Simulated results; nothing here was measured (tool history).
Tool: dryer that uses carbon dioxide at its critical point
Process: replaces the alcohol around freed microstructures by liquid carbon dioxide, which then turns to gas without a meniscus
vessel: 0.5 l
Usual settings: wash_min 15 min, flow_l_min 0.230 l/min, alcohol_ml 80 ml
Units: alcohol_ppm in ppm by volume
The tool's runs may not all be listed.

run 1 hour=0.0 | wash_min=15 flow_l_min=0.230 alcohol_ml=80 | alcohol_ppm=485
run 2 hour=26.3 | wash_min=15 flow_l_min=0.230 alcohol_ml=38 | alcohol_ppm=263
run 3 hour=62.9 | wash_min=15 flow_l_min=0.279 alcohol_ml=80 | alcohol_ppm=182
run 4 hour=86.1 | wash_min=15 flow_l_min=0.215 alcohol_ml=80 | alcohol_ppm=790
run 5 hour=108.8 | wash_min=15 flow_l_min=0.172 alcohol_ml=80 | alcohol_ppm=2263
run 6 hour=133.3 | wash_min=15 flow_l_min=0.172 alcohol_ml=80 | alcohol_ppm=2374
run 7 hour=154.9 | wash_min=15 flow_l_min=0.230 alcohol_ml=80 | alcohol_ppm=610
run 8 hour=171.2 | wash_min=15 flow_l_min=0.230 alcohol_ml=80 | alcohol_ppm=641
run 9 hour=197.3 | wash_min=15 flow_l_min=0.230 alcohol_ml=80 | alcohol_ppm=647
run 10 hour=213.8 | wash_min=15 flow_l_min=0.230 alcohol_ml=80 | alcohol_ppm=697
run 11 hour=245.3 | wash_min=15 flow_l_min=0.230 alcohol_ml=109 | alcohol_ppm=967
run 12 hour=267.2 | wash_min=15 flow_l_min=0.230 alcohol_ml=109 | alcohol_ppm=974
run 13 hour=284.6 | wash_min=15 flow_l_min=0.230 alcohol_ml=30 | alcohol_ppm=330
run 14 hour=322.4 | wash_min=15 flow_l_min=0.230 alcohol_ml=30 | alcohol_ppm=338
run 15 hour=355.7 | wash_min=15 flow_l_min=0.230 alcohol_ml=30 | alcohol_ppm=373
run 16 hour=373.2 | wash_min=14 flow_l_min=0.230 alcohol_ml=80 | alcohol_ppm=1216
run 17 hour=403.6 | wash_min=14 flow_l_min=0.230 alcohol_ml=80 | alcohol_ppm=1238
run 18 hour=430.6 | wash_min=15 flow_l_min=0.230 alcohol_ml=80 | alcohol_ppm=943
-- hour=442.4 inlet filter changed
run 19 hour=469.8 | wash_min=15 flow_l_min=0.230 alcohol_ml=80 | alcohol_ppm=489
run 20 hour=490.2 | wash_min=15 flow_l_min=0.230 alcohol_ml=80 | alcohol_ppm=499
run 21 hour=527.5 | wash_min=15 flow_l_min=0.230 alcohol_ml=62 | alcohol_ppm=435
run 22 hour=562.8 | wash_min=15 flow_l_min=0.230 alcohol_ml=62 | alcohol_ppm=446
run 23 hour=595.1 | wash_min=15 flow_l_min=0.230 alcohol_ml=62 | alcohol_ppm=483
run 24 hour=623.3 | wash_min=15 flow_l_min=0.230 alcohol_ml=62 | alcohol_ppm=498
run 25 hour=647.7 | wash_min=15 flow_l_min=0.230 alcohol_ml=62 | alcohol_ppm=517
run 26 hour=674.2 | wash_min=15 flow_l_min=0.151 alcohol_ml=68 | alcohol_ppm=3353
run 27 hour=705.4 | wash_min=16 flow_l_min=0.230 alcohol_ml=110 | alcohol_ppm=669
run 28 hour=725.7 | wash_min=16 flow_l_min=0.230 alcohol_ml=110 | alcohol_ppm=670
run 29 hour=759.5 | wash_min=21 flow_l_min=0.162 alcohol_ml=110 | alcohol_ppm=1076
-- hour=772.7 purifier's bed changed
run 30 hour=792.6 | wash_min=21 flow_l_min=0.162 alcohol_ml=110 | alcohol_ppm=970
run 31 hour=821.9 | wash_min=21 flow_l_min=0.162 alcohol_ml=110 | alcohol_ppm=1019
run 32 hour=849.5 | wash_min=10 flow_l_min=0.230 alcohol_ml=77 | alcohol_ppm=4104
run 33 hour=878.9 | wash_min=10 flow_l_min=0.230 alcohol_ml=77 | alcohol_ppm=4323
run 34 hour=905.9 | wash_min=20 flow_l_min=0.175 alcohol_ml=30 | alcohol_ppm=274
run 35 hour=932.9 | wash_min=20 flow_l_min=0.175 alcohol_ml=30 | alcohol_ppm=309
run 36 hour=950.4 | wash_min=20 flow_l_min=0.175 alcohol_ml=30 | alcohol_ppm=313
run 37 hour=969.7 | wash_min=11 flow_l_min=0.230 alcohol_ml=30 | alcohol_ppm=1354
run 38 hour=988.3 | wash_min=11 flow_l_min=0.230 alcohol_ml=30 | alcohol_ppm=1301
run 39 hour=1007.8 | wash_min=11 flow_l_min=0.145 alcohol_ml=30 | alcohol_ppm=5630
-- hour=1029.8 inlet filter changed
run 40 hour=1029.9 | wash_min=11 flow_l_min=0.145 alcohol_ml=30 | alcohol_ppm=3663
run 41 hour=1059.3 | wash_min=10 flow_l_min=0.160 alcohol_ml=30 | alcohol_ppm=3655
run 42 hour=1092.4 | wash_min=10 flow_l_min=0.160 alcohol_ml=30 | alcohol_ppm=3708
run 43 hour=1121.1 | wash_min=10 flow_l_min=0.160 alcohol_ml=30 | alcohol_ppm=3927
run 44 hour=1138.7 | wash_min=15 flow_l_min=0.304 alcohol_ml=22 | alcohol_ppm=73
run 45 hour=1157.3 | wash_min=19 flow_l_min=0.261 alcohol_ml=44 | alcohol_ppm=66
run 46 hour=1183.4 | wash_min=19 flow_l_min=0.261 alcohol_ml=44 | alcohol_ppm=77
run 47 hour=1219.8 | wash_min=19 flow_l_min=0.261 alcohol_ml=44 | alcohol_ppm=87

Some steps in alcohol_ppm between neighbouring runs. How much of each would the tool show without its hidden state too (settings, what came in, random variation), and how much is left for the hidden state, with any gauge scatter that isn't in both results?
The hidden state here: flow that reaches the vessel past the clogged filter, %; alcohol in the recycled carbon dioxide, ppm; drift of the gauge itself on alcohol_ppm, %.
Run 33 -> 34: wash_min 10 -> 20, flow_l_min 0.230 -> 0.175, alcohol_ml 77 -> 30. alcohol_ppm -4049 ppm by volume: hidden state -1538, all else -2511.
Run 38 -> 39: flow_l_min 0.230 -> 0.145. alcohol_ppm +4329 ppm by volume: hidden state +1360, all else +2969.
Run 39 -> 40: inlet filter changed. alcohol_ppm -1967 ppm by volume: hidden state -1947, all else -20.
Run 43 -> 44: wash_min 10 -> 15, flow_l_min 0.160 -> 0.304, alcohol_ml 30 -> 22. alcohol_ppm -3854 ppm by volume: hidden state -272, all else -3582.
